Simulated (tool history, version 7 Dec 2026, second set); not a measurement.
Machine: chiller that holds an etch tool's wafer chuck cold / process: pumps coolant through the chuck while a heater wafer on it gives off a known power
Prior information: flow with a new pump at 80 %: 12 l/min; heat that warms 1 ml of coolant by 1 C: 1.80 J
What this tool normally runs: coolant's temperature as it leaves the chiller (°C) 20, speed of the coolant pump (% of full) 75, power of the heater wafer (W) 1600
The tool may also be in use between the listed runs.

| run | hour | coolant's temperature as it leaves the chiller (°C) | speed of the coolant pump (% of full) | power of the heater wafer (W) | chuck's temperature once it has settled (°C) | how much warmer the coolant comes back (C) |
|---|---|---|---|---|---|---|
| 1 | 0 | 20 | 75 | 1600 | 31 | 5.61 |
| 2 | 84.7 | 20 | 75 | 1600 | 31.1 | 5.65 |
|  | 96.8 | chiller's thermometer calibrated |
| 3 | 177.7 | 20 | 75 | 1600 | 31.6 | 5.64 |
| 4 | 277.9 | 20 | 75 | 1600 | 31.6 | 5.72 |
| 5 | 457.1 | 20 | 75 | 2315 | 36.9 | 8.29 |
| 6 | 579.4 | 20 | 75 | 2315 | 36.9 | 8.25 |
| 7 | 709.6 | 20 | 65 | 1032 | 28.5 | 4.4 |
| 8 | 807.2 | 20 | 65 | 1032 | 28.2 | 4.36 |
| 9 | 956.9 | 20 | 75 | 1696 | 32.5 | 6.14 |
| 10 | 1078.3 | 27 | 66 | 1376 | 37.9 | 5.69 |
| 11 | 1168.9 | 14 | 73 | 1344 | 24 | 4.99 |

Consider 3 possible next runs. They are alternatives, not a sequence: every one starts from the tool as it was left by run 11. What does each give?
| A | 1314.5 | 26 | 81 | 2170 | ? | ? |
| B | 1314.5 | 16 | 85 | 1182 | ? | ? |
| C | 1314.5 | 25 | 91 | 1344 | ? | ? |

| run | chuck's temperature once it has settled (°C) | how much warmer the coolant comes back (C) |
|---|---|---|
| A | 41.5 | 7.25 |
| B | 24 | 3.72 |
| C | 33.6 | 3.96 |
Without the tool's hidden state the same runs would have given:
| run | chuck's temperature once it has settled (°C) | how much warmer the coolant comes back (C) |
|---|---|---|
| A | 39.3 | 5.92 |
| B | 23 | 3.03 |
| C | 32.4 | 3.24 |
